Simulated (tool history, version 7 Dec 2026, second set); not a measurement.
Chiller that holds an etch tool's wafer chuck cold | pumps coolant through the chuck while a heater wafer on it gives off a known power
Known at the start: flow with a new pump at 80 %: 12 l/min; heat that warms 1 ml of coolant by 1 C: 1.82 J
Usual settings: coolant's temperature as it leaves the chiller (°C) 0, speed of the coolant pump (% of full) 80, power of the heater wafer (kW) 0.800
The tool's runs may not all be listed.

run     day  coolant's temperature as it leaves the chiller (°C)  speed of the coolant pump (% of full)  power of the heater wafer (kW)  chuck's temperature once it has settled (°C)  how much warmer the coolant comes back (C)
  1   0.000                                                    0                                     80                           0.800                                           5.6                                        2.20
  2   1.946                                                    0                                     80                           0.800                                           5.6                                        2.16
  3   3.521                                                    0                                     80                           0.800                                           5.7                                        2.17
  4   5.542                                                    0                                     80                           0.800                                           5.7                                        2.22
  5   8.554                                                    0                                     73                           0.800                                           6.1                                        2.43
  6  11.842                                                    0                                     73                           0.800                                           6.2                                        2.40
  7  13.792                                                    0                                     73                           0.800                                           6.0                                        2.39
  8  15.221                                                    0                                     73                           0.800                                           5.9                                        2.36
  9  17.988                                                    0                                     78                           0.800                                           5.9                                        2.19
 10  20.012                                                    0                                     80                           0.800                                           5.6                                        2.16
 11  23.054                                                    0                                     80                           0.800                                           5.6                                        2.15
 12  25.679                                                    0                                     80                           0.800                                           5.8                                        2.15
 13  27.225                                                    0                                     80                           0.800                                           5.7                                        2.12
 14  30.492                                                    0                                     80                           0.800                                           5.8                                        2.16
 15  33.362                                                    0                                     80                           0.800                                           5.5                                        2.15
 16  35.379                                                    9                                     80                           0.800                                          14.5                                        2.11
     38.233  -- chiller's thermometer calibrated
 17  38.492                                                    9                                     80                           0.800                                          14.7                                        2.16
 18  40.467                                                    9                                     80                           0.800                                          14.4                                        2.11
 19  42.388                                                    4                                     80                           0.482                                           7.5                                        1.27
 20  44.442                                                    4                                     80                           0.482                                           7.4                                        1.21
 21  47.062                                                    5                                     79                           0.800                                          10.6                                        2.14
 22  49.412                                                   -3                                     80                           0.800                                           2.5                                        2.09
 23  51.467                                                    0                                     69                           0.800                                           6.5                                        2.50
 24  54.642                                                    0                                     69                           0.800                                           6.4                                        2.44
 25  57.421                                                    0                                     62                           0.800                                           7.0                                        2.77
 26  59.317                                                    7                                     61                           0.463                                          11.1                                        1.59
 27  62.621                                                   -5                                     77                           0.831                                           1.1                                        2.23
 28  65.271                                                   -5                                     77                           0.831                                           1.0                                        2.20
 29  67.842                                                   -5                                     77                           0.831                                           1.0                                        2.19
 30  70.900                                                   -5                                     77                           0.831                                           1.1                                        2.21
 31  73.467                                                    0                                     78                           1.168                                           8.4                                        3.15

4 ways to go on from here, each from the tool as it stands after run 31. What would each give?
  A  76.925                                                    0                                     88                           1.168                                             ?                                           ?
  B  76.925                                                    0                                     80                           0.473                                             ?                                           ?
  C  76.925                                                    0                                     72                           0.852                                             ?                                           ?
  D  76.925                                                   -7                                     69                           0.515                                             ?                                           ?

run  chuck's temperature once it has settled (°C)  how much warmer the coolant comes back (C)
  A                                           7.5                                        2.74
  B                                           3.3                                        1.16
  C                                           6.8                                        2.48
  D                                          -2.8                                        1.53
Without the tool's hidden state the same runs would have given:
run  chuck's temperature once it has settled (°C)  how much warmer the coolant comes back (C)
  A                                           7.5                                        2.89
  B                                           3.3                                        1.31
  C                                           6.7                                        2.64
  D                                          -2.8                                        1.69
